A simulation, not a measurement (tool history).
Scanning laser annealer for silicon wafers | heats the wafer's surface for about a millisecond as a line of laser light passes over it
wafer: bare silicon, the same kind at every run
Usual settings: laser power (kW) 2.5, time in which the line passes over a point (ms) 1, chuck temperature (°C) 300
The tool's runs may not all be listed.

run	hour	laser power (kW)	time in which the line passes over a point (ms)	chuck temperature (°C)	highest temperature of the surface (°C)
1	0	2.5	1	300	1050
2	25.9	2.5	1	300	1049
3	70	2.5	1	300	1051
4	95.5	2.5	1	300	1046
5	129.1	2.5	1	300	1047
6	178.9	2.5	1	300	1045
7	229.2	2.5	1	294	1036
8	263.5	2.556	1	300	1062
9	299.7	2.556	1	300	1059
10	337.7	2.5	1	300	1039
11	366.5	2.5	1	300	1038
# hour 394.5: window over the wafer cleaned
12	419.5	2.5	1	300	1029
13	468.2	2.5	1	277	1004
14	497.9	2.5	1	277	1008
15	525.7	2.5	1	277	1005
16	565.9	2.5	1	300	1024
17	604.8	2.5	1	300	1026
18	627.9	2.5	1	300	1024
19	664.3	2.5	1	300	1022
# hour 689.5: window over the wafer cleaned, once more
20	719.9	2.71	0.73	276	999
21	769.7	2.71	0.73	276	995
22	812.1	2.314	1.21	313	1048
23	866.9	2.725	1.21	270	1167
24	895	2.434	0.71	280	901
25	934.7	2.434	0.71	280	902
26	990	2.434	0.71	280	897
27	1045.8	2.434	0.71	280	896
28	1088.9	2.271	1	339	997
29	1120.7	2.712	0.97	284	1088
30	1151.7	2.712	0.97	284	1084
31	1199.4	2.229	0.96	332	959
32	1222	2.229	0.96	332	964
# hour 1265: window over the wafer cleaned
33	1276.9	2.229	0.96	336	975
34	1305.5	2.532	0.77	323	999
35	1337.4	2.179	0.77	338	900
36	1382.7	2.451	0.72	262	892
37	1422.9	2.451	0.72	262	887
38	1471.4	2.451	0.72	262	889

Forecast each of these 4 alternatives for the next run:
A	1523.1	2.198	0.78	289	?
B	1523.1	2.336	0.78	319	?
C	1523.1	2.544	0.72	262	?
D	1523.1	2.449	0.88	266	?

run	highest temperature of the surface (°C)
A	858
B	930
C	915
D	944
Without the tool's hidden state the same runs would have given:
run	highest temperature of the surface (°C)
A	880
B	954
C	941
D	971
